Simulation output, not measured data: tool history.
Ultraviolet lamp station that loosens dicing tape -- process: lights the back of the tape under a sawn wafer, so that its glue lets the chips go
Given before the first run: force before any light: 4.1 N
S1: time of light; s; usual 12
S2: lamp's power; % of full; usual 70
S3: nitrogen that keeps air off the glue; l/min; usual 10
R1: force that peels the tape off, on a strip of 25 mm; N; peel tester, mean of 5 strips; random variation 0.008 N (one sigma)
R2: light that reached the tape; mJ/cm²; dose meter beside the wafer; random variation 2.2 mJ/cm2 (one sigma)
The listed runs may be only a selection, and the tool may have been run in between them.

run	hour	S1	S2	S3	R1	R2
1	0.0	12	70	10	0.443	172
2	23.8	12	70	10	0.463	158
3	45.1	12	70	10	0.445	161
4	66.9	12	70	10	0.445	161
5	86.2	12	70	10	0.434	158
6	116.6	12	70	10	0.462	155
7	129.5	12	70	10	0.479	154
8	142.9	12	70	5	0.741	154
9	157.3	12	70	5	0.725	151
10	186.7	12	70	5	0.743	157
11	204.8	12	70	5	0.753	158
12	232.9	12	70	5	0.766	152
# hour 235.6: window cleaned of glue's vapour
13	248.5	12	84	14	0.272	182
14	262.4	21	70	10	0.156	263
15	289.1	21	70	10	0.159	264
16	318.0	12	64	5	0.931	135
17	331.0	11	70	5	0.957	140
18	355.7	13	70	6	0.619	165
19	379.5	13	70	6	0.615	161
20	397.8	7	70	9	1.223	84

Alternative continuations, all from the tool just after run 20; predict every row:
# hour 407.0: window cleaned of glue's vapour, once more
A	426.1	7	70	10	?	?
# hour 407.0: window cleaned of glue's vapour, once more
B	426.1	13	78	5	?	?
# hour 407.0: window cleaned of glue's vapour, once more
C	426.1	7	75	10	?	?

run	R1	R2
A	1.057	95
B	0.557	189
C	1.044	97
The same runs, with their run-to-run variation unchanged, on a tool lacking any hidden condition would have given:
run	R1	R2
A	0.789	116
B	0.372	233
C	0.766	120
